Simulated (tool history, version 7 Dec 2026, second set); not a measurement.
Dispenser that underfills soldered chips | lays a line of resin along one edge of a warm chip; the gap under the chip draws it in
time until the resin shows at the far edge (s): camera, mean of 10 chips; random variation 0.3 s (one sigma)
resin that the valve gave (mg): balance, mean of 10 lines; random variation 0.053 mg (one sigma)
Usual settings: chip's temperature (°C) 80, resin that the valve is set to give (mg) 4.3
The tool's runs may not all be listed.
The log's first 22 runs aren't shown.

| run | hour | chip's temperature (°C) | resin that the valve is set to give (mg) | time until the resin shows at the far edge (s) | resin that the valve gave (mg) |
|---|---|---|---|---|---|
| 23 | 90.8 | 71 | 4.75 | 8.1 | 4.74 |
|  | 92.9 | new syringe of resin |
| 24 | 95 | 83 | 5.13 | 4 | 5.07 |
| 25 | 99.6 | 83 | 5.13 | 4.7 | 5.07 |
| 26 | 102.5 | 93 | 4.82 | 2.8 | 4.72 |
|  | 107.4 | new syringe of resin |
| 27 | 107.4 | 78 | 4.15 | 4 | 4.06 |
| 28 | 110.7 | 87 | 4.32 | 3.4 | 4.12 |
| 29 | 114.6 | 77 | 4.83 | 5.7 | 4.74 |
| 30 | 117.2 | 69 | 4.75 | 7.6 | 4.61 |
| 31 | 120.4 | 89 | 5.44 | 3.5 | 5.41 |

Forecast each of these 3 alternatives for the next run:
|  | 121.9 | new syringe of resin |
| A | 123.8 | 94 | 5.53 | ? | ? |
|  | 121.9 | new syringe of resin |
| B | 123.8 | 90 | 4.3 | ? | ? |
|  | 121.9 | new syringe of resin |
| C | 123.8 | 80 | 5.04 | ? | ? |

| run | time until the resin shows at the far edge (s) | resin that the valve gave (mg) |
|---|---|---|
| A | 2.6 | 5.28 |
| B | 2.8 | 4.12 |
| C | 4.3 | 4.95 |
Without the tool's hidden state the same runs would have given:
| run | time until the resin shows at the far edge (s) | resin that the valve gave (mg) |
|---|---|---|
| A | 2.5 | 5.42 |
| B | 2.7 | 4.24 |
| C | 4.3 | 5.09 |
